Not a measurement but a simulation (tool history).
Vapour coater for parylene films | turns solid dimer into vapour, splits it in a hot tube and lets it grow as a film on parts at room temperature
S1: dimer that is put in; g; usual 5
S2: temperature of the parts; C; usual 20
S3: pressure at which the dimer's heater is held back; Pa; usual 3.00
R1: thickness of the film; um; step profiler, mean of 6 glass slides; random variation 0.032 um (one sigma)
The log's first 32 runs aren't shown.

run 33 hour=405.0 | S1=4 S2=17 S3=2.93 | R1=3.05
run 34 hour=417.2 | S1=4 S2=17 S3=2.93 | R1=2.99
run 35 hour=426.8 | S1=5 S2=12 S3=10.64 | R1=4.01
run 36 hour=437.7 | S1=9 S2=18 S3=3.00 | R1=6.41
run 37 hour=452.1 | S1=4 S2=16 S3=6.10 | R1=2.83
run 38 hour=461.8 | S1=2 S2=20 S3=3.00 | R1=1.31
run 39 hour=476.4 | S1=3 S2=23 S3=7.64 | R1=1.51
run 40 hour=485.5 | S1=5 S2=19 S3=7.64 | R1=3.01
run 41 hour=497.2 | S1=2 S2=13 S3=3.00 | R1=1.77
run 42 hour=505.3 | S1=5 S2=21 S3=2.10 | R1=3.21
run 43 hour=516.4 | S1=5 S2=21 S3=2.10 | R1=3.25
run 44 hour=531.9 | S1=5 S2=24 S3=3.00 | R1=2.62

5 ways to go on from here, each from the tool as it stands after run 44. What would each give?
run A hour=539.5 | S1=5 S2=24 S3=3.00 | R1=?
run B hour=539.5 | S1=8 S2=17 S3=5.11 | R1=?
run C hour=539.5 | S1=5 S2=18 S3=2.69 | R1=?
run D hour=539.5 | S1=3 S2=19 S3=2.96 | R1=?
run E hour=539.5 | S1=5 S2=24 S3=8.86 | R1=?

run=A R1=2.65
run=B R1=5.45
run=C R1=3.59
run=D R1=2.02
run=E R1=2.27
Without the tool's hidden state the same runs would have given:
run=A R1=2.87
run=B R1=5.89
run=C R1=3.88
run=D R1=2.19
run=E R1=2.45
